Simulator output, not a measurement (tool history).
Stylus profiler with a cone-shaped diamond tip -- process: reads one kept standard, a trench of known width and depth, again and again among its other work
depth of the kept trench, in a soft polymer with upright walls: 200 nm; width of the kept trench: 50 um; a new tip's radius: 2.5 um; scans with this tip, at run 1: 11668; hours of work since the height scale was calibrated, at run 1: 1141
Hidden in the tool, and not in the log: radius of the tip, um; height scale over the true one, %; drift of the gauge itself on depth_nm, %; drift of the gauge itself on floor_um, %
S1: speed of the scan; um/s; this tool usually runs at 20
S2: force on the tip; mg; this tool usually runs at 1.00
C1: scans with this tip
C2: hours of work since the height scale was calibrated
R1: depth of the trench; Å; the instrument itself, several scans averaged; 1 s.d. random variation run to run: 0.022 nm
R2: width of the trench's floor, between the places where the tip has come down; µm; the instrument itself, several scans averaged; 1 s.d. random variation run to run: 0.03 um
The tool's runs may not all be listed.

run 1 hour=0.0 | S1=20 S2=1.00 | C1=11668 C2=1141 | R1=2010.4 R2=47.35
run 2 hour=21.6 | S1=20 S2=1.00 | C1=11816 C2=1156 | R1=2010.7 R2=47.38
run 3 hour=65.1 | S1=20 S2=1.00 | C1=12115 C2=1185 | R1=2010.9 R2=47.40
run 4 hour=96.4 | S1=20 S2=1.00 | C1=12331 C2=1206 | R1=2011.0 R2=47.45
run 5 hour=121.7 | S1=20 S2=1.00 | C1=12504 C2=1223 | R1=2010.9 R2=47.36
run 6 hour=140.7 | S1=20 S2=2.37 | C1=12635 C2=1236 | R1=2017.4 R2=47.43
run 7 hour=168.3 | S1=53 S2=1.00 | C1=12824 C2=1254 | R1=2011.3 R2=47.06
run 8 hour=188.3 | S1=60 S2=1.00 | C1=12962 C2=1268 | R1=2011.2 R2=46.98
run 9 hour=222.3 | S1=60 S2=1.00 | C1=13196 C2=1291 | R1=2011.1 R2=47.01
run 10 hour=243.5 | S1=60 S2=1.00 | C1=13342 C2=1305 | R1=2010.9 R2=46.94
run 11 hour=265.2 | S1=20 S2=0.67 | C1=13491 C2=1320 | R1=2008.8 R2=47.29
run 12 hour=293.7 | S1=16 S2=1.00 | C1=13687 C2=1339 | R1=2011.2 R2=47.36
run 13 hour=333.4 | S1=16 S2=1.00 | C1=13960 C2=1366 | R1=2011.4 R2=47.40
run 14 hour=356.6 | S1=16 S2=1.00 | C1=14120 C2=1381 | R1=2011.5 R2=47.38
run 15 hour=383.5 | S1=20 S2=1.00 | C1=14304 C2=1399 | R1=2011.7 R2=47.33
run 16 hour=401.4 | S1=20 S2=1.69 | C1=14427 C2=1411 | R1=2015.0 R2=47.33
run 17 hour=430.6 | S1=20 S2=1.69 | C1=14628 C2=1431 | R1=2014.8 R2=47.33
run 18 hour=470.6 | S1=20 S2=0.74 | C1=14903 C2=1458 | R1=2010.1 R2=47.22
run 19 hour=511.9 | S1=20 S2=1.00 | C1=15187 C2=1486 | R1=2011.4 R2=47.30
run 20 hour=530.6 | S1=20 S2=1.00 | C1=15316 C2=1498 | R1=2011.3 R2=47.34
run 21 hour=564.0 | S1=20 S2=2.86 | C1=15545 C2=1521 | R1=2020.1 R2=47.38
run 22 hour=594.5 | S1=20 S2=1.00 | C1=15755 C2=1541 | R1=2011.8 R2=47.27
run 23 hour=613.8 | S1=20 S2=1.00 | C1=15888 C2=1554 | R1=2011.6 R2=47.24
run 24 hour=650.2 | S1=20 S2=1.00 | C1=16138 C2=1579 | R1=2011.9 R2=47.25
run 25 hour=681.4 | S1=8 S2=1.05 | C1=16353 C2=1600 | R1=2012.1 R2=47.38
run 26 hour=713.9 | S1=11 S2=0.69 | C1=16576 C2=1621 | R1=2010.0 R2=47.31
run 27 hour=738.5 | S1=11 S2=0.69 | C1=16745 C2=1638 | R1=2010.1 R2=47.34
run 28 hour=757.0 | S1=11 S2=0.69 | C1=16873 C2=1650 | R1=2010.2 R2=47.27
run 29 hour=781.1 | S1=16 S2=0.41 | C1=17038 C2=1667 | R1=2008.4 R2=47.21
run 30 hour=815.8 | S1=16 S2=0.41 | C1=17277 C2=1690 | R1=2008.5 R2=47.14
run 31 hour=836.4 | S1=20 S2=1.66 | C1=17418 C2=1704 | R1=2015.6 R2=47.31
run 32 hour=867.6 | S1=20 S2=1.66 | C1=17633 C2=1725 | R1=2015.6 R2=47.27
run 33 hour=907.2 | S1=20 S2=1.66 | C1=17905 C2=1751 | R1=2015.6 R2=47.19
run 34 hour=950.4 | S1=20 S2=1.66 | C1=18202 C2=1780 | R1=2015.9 R2=47.23
run 35 hour=992.4 | S1=20 S2=1.66 | C1=18491 C2=1809 | R1=2015.8 R2=47.21
run 36 hour=1019.2 | S1=13 S2=0.97 | C1=18675 C2=1827 | R1=2012.3 R2=47.22
run 37 hour=1045.6 | S1=12 S2=0.42 | C1=18857 C2=1845 | R1=2009.2 R2=47.22
run 38 hour=1083.6 | S1=12 S2=0.42 | C1=19118 C2=1870 | R1=2008.3 R2=47.17
run 39 hour=1102.2 | S1=20 S2=2.72 | C1=19246 C2=1883 | R1=2020.2 R2=47.27
run 40 hour=1145.2 | S1=20 S2=1.83 | C1=19541 C2=1911 | R1=2016.8 R2=47.24
run 41 hour=1186.3 | S1=20 S2=1.83 | C1=19824 C2=1939 | R1=2016.9 R2=47.20
run 42 hour=1224.4 | S1=20 S2=1.83 | C1=20086 C2=1965 | R1=2017.0 R2=47.19
-- hour=1249.6 height scale calibrated on a step standard
run 43 hour=1255.9 | S1=29 S2=2.94 | C1=20299 C2=4 | R1=2016.7 R2=47.10
run 44 hour=1297.5 | S1=5 S2=1.50 | C1=20585 C2=32 | R1=2010.9 R2=47.24
run 45 hour=1332.7 | S1=47 S2=0.70 | C1=20827 C2=56 | R1=2006.3 R2=46.77
run 46 hour=1363.4 | S1=6 S2=0.91 | C1=21038 C2=77 | R1=2007.7 R2=47.23
run 47 hour=1385.8 | S1=8 S2=0.89 | C1=21193 C2=92 | R1=2008.0 R2=47.28

Pick out some run-to-run changes in R1. Of each, how much would a tool without hidden state show as well, from the settings, what came in and chance, and how much is left for the hidden state and any gauge scatter not in both results compared?
Run 20 -> 21: S2 1.00 -> 2.86. R1 +8.8 Å: hidden state +0.1, all else +8.7.
Run 21 -> 22: S2 2.86 -> 1.00. R1 -8.3 Å: hidden state +0.1, all else -8.4.
Run 32 -> 33: nothing adjusted, nothing logged. R1 +0.0 Å: hidden state +0.2, all else -0.2.
Run 38 -> 39: S1 12 -> 20, S2 0.42 -> 2.72. R1 +11.9 Å: hidden state +0.1, all else +11.8.
Run 42 -> 43: S1 20 -> 29, S2 1.83 -> 2.94, height scale calibrated on a step standard. R1 -0.3 Å: hidden state -4.7, all else +4.4.
Run 43 -> 44: S1 29 -> 5, S2 2.94 -> 1.50. R1 -5.8 Å: hidden state +0.2, all else -6.0.
